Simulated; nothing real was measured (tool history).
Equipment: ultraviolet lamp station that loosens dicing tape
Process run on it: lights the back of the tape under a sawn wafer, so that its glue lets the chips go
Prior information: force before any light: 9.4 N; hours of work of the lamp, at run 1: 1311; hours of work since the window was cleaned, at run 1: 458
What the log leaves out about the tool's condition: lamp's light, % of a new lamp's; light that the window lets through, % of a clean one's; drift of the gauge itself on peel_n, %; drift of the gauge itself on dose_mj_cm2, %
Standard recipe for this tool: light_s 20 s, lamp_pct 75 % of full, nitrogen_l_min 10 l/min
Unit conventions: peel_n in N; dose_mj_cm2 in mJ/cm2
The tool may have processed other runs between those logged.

run,hour,light_s,lamp_pct,nitrogen_l_min,hours of work of the lamp,hours of work since the window was cleaned,peel_n,dose_mj_cm2
1,0.0,20,75,10,1311,458,0.566,305
# hour 47.7: lamp changed
2,51.7,20,75,10,2,485,0.255,421
3,86.0,20,75,10,20,503,0.253,418
4,133.6,20,75,10,46,529,0.263,419
5,203.4,20,75,10,83,566,0.253,416
6,242.6,20,75,10,104,587,0.268,410
7,281.8,20,75,10,125,608,0.271,405
8,340.4,20,75,10,156,639,0.285,399
9,395.2,20,75,10,186,669,0.293,393
# hour 401.9: window cleaned of glue's vapour
10,439.0,20,75,10,209,20,0.310,385
11,506.7,20,75,10,245,56,0.332,384
12,540.6,20,75,10,263,74,0.328,378
13,574.9,13,75,10,281,92,0.908,242
# hour 601.2: window cleaned of glue's vapour, once more
14,622.6,13,75,10,307,11,0.781,264
15,683.1,13,75,10,339,44,0.794,267
16,737.5,26,96,4,368,73,0.202,680
17,794.9,17,80,8,399,104,0.434,366
18,859.9,17,80,8,433,138,0.469,366
19,929.0,38,68,13,470,175,0.106,678
20,985.6,38,68,13,501,205,0.106,670
21,1050.3,18,75,11,535,240,0.386,349
22,1107.0,18,75,11,565,270,0.364,345
23,1146.9,18,75,11,587,292,0.395,341
24,1181.7,16,92,4,605,310,0.863,375
25,1251.8,29,62,16,643,348,0.147,447
26,1300.0,12,62,7,669,373,2.013,182
27,1334.5,27,75,8,687,392,0.202,496

Each row is a separate what-if for the run after 27, all from the same tool condition, not one after another. Results?
A,1374.4,27,75,9,708,413,?,?
B,1374.4,20,75,7,708,413,?,?
C,1374.4,35,75,7,708,413,?,?

run,peel_n,dose_mj_cm2
A,0.186,491
B,0.511,369
C,0.139,646
With no hidden state in the tool, these same runs would have given:
run,peel_n,dose_mj_cm2
A,0.129,598
B,0.307,450
C,0.110,787
